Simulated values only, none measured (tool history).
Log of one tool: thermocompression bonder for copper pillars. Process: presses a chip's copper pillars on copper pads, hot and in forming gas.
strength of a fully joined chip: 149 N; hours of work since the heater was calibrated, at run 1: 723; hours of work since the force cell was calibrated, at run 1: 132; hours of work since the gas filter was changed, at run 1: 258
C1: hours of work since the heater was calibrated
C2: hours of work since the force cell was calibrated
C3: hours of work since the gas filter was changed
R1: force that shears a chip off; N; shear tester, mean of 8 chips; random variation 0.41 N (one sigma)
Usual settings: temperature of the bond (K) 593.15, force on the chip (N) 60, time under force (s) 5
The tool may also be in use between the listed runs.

Run 1, hour 0: usual settings; C1 723; C2 132; C3 258. Result: R1 75.2 N.
Run 2, hour 35.6: usual settings; C1 737; C2 147; C3 273. Result: R1 75.8 N.
Run 3, hour 91.4: usual settings; C1 760; C2 170; C3 296. Result: R1 75.3 N.
Run 4, hour 134.8: usual settings but time under force (s) 12; C1 778; C2 188; C3 313. Result: R1 99.1 N.
Run 5, hour 172.3: usual settings but time under force (s) 12; C1 793; C2 203; C3 329. Result: R1 97.8 N.
At hour 180.8: forming gas filter changed.
Run 6, hour 227: usual settings but time under force (s) 12; C1 816; C2 225; C3 19. Result: R1 101.2 N.
Run 7, hour 271.4: usual settings but time under force (s) 12; C1 834; C2 244; C3 37. Result: R1 100.9 N.
Run 8, hour 334.6: usual settings; C1 860; C2 270; C3 63. Result: R1 77.9 N.
Run 9, hour 398.6: usual settings; C1 886; C2 296; C3 89. Result: R1 78 N.
Run 10, hour 439.7: usual settings but time under force (s) 8; C1 903; C2 313; C3 106. Result: R1 90 N.
Run 11, hour 514.1: usual settings but time under force (s) 8; C1 933; C2 343; C3 137. Result: R1 89.7 N.
Run 12, hour 557.3: usual settings but time under force (s) 8; C1 951; C2 361; C3 155. Result: R1 90.3 N.
Run 13, hour 636.7: usual settings but time under force (s) 8; C1 984; C2 394; C3 187. Result: R1 90.2 N.
Run 14, hour 674.6: usual settings but time under force (s) 8; C1 999; C2 409; C3 203. Result: R1 90.5 N.
Run 15, hour 729: usual settings but time under force (s) 8; C1 1022; C2 432; C3 225. Result: R1 90.1 N.
Run 16, hour 775.4: usual settings but time under force (s) 8; C1 1041; C2 451; C3 244. Result: R1 89.8 N.
Run 17, hour 839.6: usual settings but time under force (s) 8; C1 1067; C2 477; C3 270. Result: R1 89.3 N.
Run 18, hour 898.3: usual settings but time under force (s) 8; C1 1091; C2 501; C3 295. Result: R1 89.1 N.
Run 19, hour 968.6: usual settings but force on the chip (N) 51, time under force (s) 8; C1 1120; C2 530; C3 323. Result: R1 83.3 N.
At hour 993: forming gas filter changed.
Run 20, hour 1015.2: usual settings but force on the chip (N) 51, time under force (s) 8; C1 1139; C2 549; C3 9. Result: R1 87.6 N.
Run 21, hour 1056.5: usual settings but force on the chip (N) 51, time under force (s) 8; C1 1156; C2 566; C3 26. Result: R1 86.8 N.
Run 22, hour 1088.8: usual settings but temperature of the bond (K) 590.15, force on the chip (N) 42; C1 1169; C2 579; C3 39. Result: R1 65.5 N.
Run 23, hour 1124.7: usual settings but temperature of the bond (K) 608.15, force on the chip (N) 42; C1 1184; C2 594; C3 54. Result: R1 77.4 N.
Run 24, hour 1202.4: usual settings but temperature of the bond (K) 608.15, force on the chip (N) 42; C1 1216; C2 626; C3 86. Result: R1 78.2 N.
Run 25, hour 1271.6: usual settings but temperature of the bond (K) 618.15, force on the chip (N) 87; C1 1244; C2 654; C3 114. Result: R1 112.9 N.
Run 26, hour 1312.1: usual settings but temperature of the bond (K) 564.15, force on the chip (N) 85, time under force (s) 7; C1 1261; C2 671; C3 131. Result: R1 77.9 N.
At hour 1335.6: heater calibrated with a thermocouple chip.
Run 27, hour 1353.1: usual settings but force on the chip (N) 78; C1 7; C2 687; C3 147. Result: R1 77.9 N.
Run 28, hour 1405: usual settings but force on the chip (N) 61, time under force (s) 11; C1 28; C2 708; C3 168. Result: R1 89.4 N.
Run 29, hour 1448.1: usual settings but force on the chip (N) 73, time under force (s) 6; C1 46; C2 726; C3 186. Result: R1 80.2 N.
Run 30, hour 1485: usual settings but force on the chip (N) 73, time under force (s) 6; C1 61; C2 741; C3 201. Result: R1 79.8 N.
Run 31, hour 1552.4: usual settings but force on the chip (N) 73, time under force (s) 6; C1 89; C2 768; C3 229. Result: R1 80.3 N.
Run 32, hour 1608.1: usual settings but temperature of the bond (K) 590.15; C1 112; C2 791; C3 252. Result: R1 66.1 N.
Run 33, hour 1673.7: usual settings but temperature of the bond (K) 621.15, force on the chip (N) 42, time under force (s) 4; C1 139; C2 818; C3 279. Result: R1 70.7 N.
Run 34, hour 1716.9: usual settings but temperature of the bond (K) 621.15, force on the chip (N) 42, time under force (s) 4; C1 156; C2 836; C3 296. Result: R1 70.4 N.
Run 35, hour 1794: usual settings but force on the chip (N) 89, time under force (s) 11; C1 188; C2 868; C3 328. Result: R1 103.4 N.
At hour 1810: forming gas filter changed.
Run 36, hour 1863.8: usual settings but temperature of the bond (K) 622.15, force on the chip (N) 39, time under force (s) 11; C1 217; C2 896; C3 22. Result: R1 98.6 N.
Run 37, hour 1909.4: usual settings but temperature of the bond (K) 587.15, force on the chip (N) 39, time under force (s) 3; C1 235; C2 915; C3 41. Result: R1 42.6 N.
At hour 1965.7: force cell calibrated.
Run 38, hour 1969.8: usual settings but temperature of the bond (K) 587.15, force on the chip (N) 51, time under force (s) 4; C1 259; C2 2; C3 65. Result: R1 57.9 N.
Run 39, hour 2023.6: usual settings but temperature of the bond (K) 604.15, force on the chip (N) 51, time under force (s) 4; C1 282; C2 24; C3 87. Result: R1 69.9 N.

Forecast each of these 5 alternatives for the next run:
Run A, hour 2063: usual settings but temperature of the bond (K) 570.15, force on the chip (N) 52; C1 298; C2 40; C3 103. Result: R1 ?.
Run B, hour 2063: usual settings but temperature of the bond (K) 616.15, force on the chip (N) 51, time under force (s) 4; C1 298; C2 40; C3 103. Result: R1 ?.
Run C, hour 2063: usual settings but temperature of the bond (K) 604.15, force on the chip (N) 48, time under force (s) 4; C1 298; C2 40; C3 103. Result: R1 ?.
Run D, hour 2063: usual settings but temperature of the bond (K) 603.15, force on the chip (N) 61, time under force (s) 4; C1 298; C2 40; C3 103. Result: R1 ?.
Run E, hour 2063: usual settings but temperature of the bond (K) 613.15; C1 298; C2 40; C3 103. Result: R1 ?.

run    R1
  A  50.7
  B  78.6
  C  67.6
  D  75.4
  E  87.9
Without the tool's hidden state the same runs would have given:
run    R1
  A  50.2
  B  78.3
  C  67.2
  D    75
  E  87.7

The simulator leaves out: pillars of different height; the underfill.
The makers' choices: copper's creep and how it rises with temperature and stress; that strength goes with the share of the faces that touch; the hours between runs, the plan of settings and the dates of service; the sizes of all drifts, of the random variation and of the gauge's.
